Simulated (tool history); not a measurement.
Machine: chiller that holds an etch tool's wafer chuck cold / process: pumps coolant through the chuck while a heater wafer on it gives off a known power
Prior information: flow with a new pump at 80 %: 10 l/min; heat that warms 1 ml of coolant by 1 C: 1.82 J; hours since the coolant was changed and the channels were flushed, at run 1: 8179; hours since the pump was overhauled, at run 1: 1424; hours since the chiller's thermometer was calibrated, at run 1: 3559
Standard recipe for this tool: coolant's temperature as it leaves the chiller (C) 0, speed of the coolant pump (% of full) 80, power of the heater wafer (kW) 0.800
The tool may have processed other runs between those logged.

run,hour,coolant's temperature as it leaves the chiller (C),speed of the coolant pump (% of full),power of the heater wafer (kW),hours since the coolant was changed and the channels were flushed,hours since the pump was overhauled,hours since the chiller's thermometer was calibrated,chuck's temperature once it has settled (C),how much warmer the coolant comes back (C)
1,0.0,0,80,0.800,8179,1424,3559,9.9,2.65
2,76.3,0,67,0.800,8255,1501,3636,11.7,3.24
3,194.2,0,80,0.800,8373,1619,3753,10.1,2.67
4,304.2,0,80,0.800,8483,1729,3863,10.2,2.67
5,384.1,0,84,0.800,8563,1809,3943,9.7,2.55
# hour 492.1: coolant changed, channels flushed
6,494.7,0,80,0.800,3,1913,4048,9.4,2.75
7,567.7,0,80,0.800,76,1986,4121,9.3,2.65
8,627.6,0,80,0.800,136,2046,4181,9.3,2.70
9,703.4,0,80,0.800,211,2122,4257,9.5,2.72
10,763.5,0,80,0.800,271,2182,4317,9.3,2.66
11,824.4,0,80,0.800,332,2243,4378,9.5,2.71
# hour 869.8: chiller's thermometer calibrated
12,877.9,0,80,0.800,385,2295,8,9.0,2.69
13,971.8,7,80,0.800,479,2389,102,16.0,2.74
14,1040.2,7,80,0.800,547,2458,170,16.2,2.66
15,1092.1,7,69,1.079,599,2510,222,20.9,4.22
16,1197.2,0,80,0.752,704,2615,327,8.4,2.54
17,1250.3,0,80,0.752,757,2668,381,8.6,2.53
18,1308.9,0,80,0.752,816,2726,439,8.7,2.51
19,1378.0,-7,61,0.715,885,2795,508,3.5,3.23
20,1444.4,0,75,0.850,951,2862,575,10.3,3.14
21,1554.4,0,75,0.850,1061,2972,685,10.2,3.12
22,1643.9,0,80,0.610,1151,3061,774,7.0,2.12
23,1696.4,1,66,0.800,1203,3114,827,11.9,3.33
24,1818.7,-4,80,0.800,1326,3236,949,5.2,2.72
25,1929.1,-4,80,0.800,1436,3346,1059,5.4,2.73

Consider 4 possible next runs. They are alternatives, not a sequence: every one starts from the tool as it was left by run 25. What does each give?
A,1983.9,2,80,1.007,1491,3401,1114,?,?
B,1983.9,0,81,1.103,1491,3401,1114,?,?
C,1983.9,-4,80,1.037,1491,3401,1114,?,?
D,1983.9,10,80,0.799,1491,3401,1114,?,?

run,chuck's temperature once it has settled (C),how much warmer the coolant comes back (C)
A,13.8,3.44
B,12.5,3.69
C,8.1,3.59
D,19.3,2.72
What these runs would have given with no unlogged condition in the tool:
run,chuck's temperature once it has settled (C),how much warmer the coolant comes back (C)
A,13.2,3.33
B,11.9,3.56
C,7.5,3.47
D,18.9,2.63
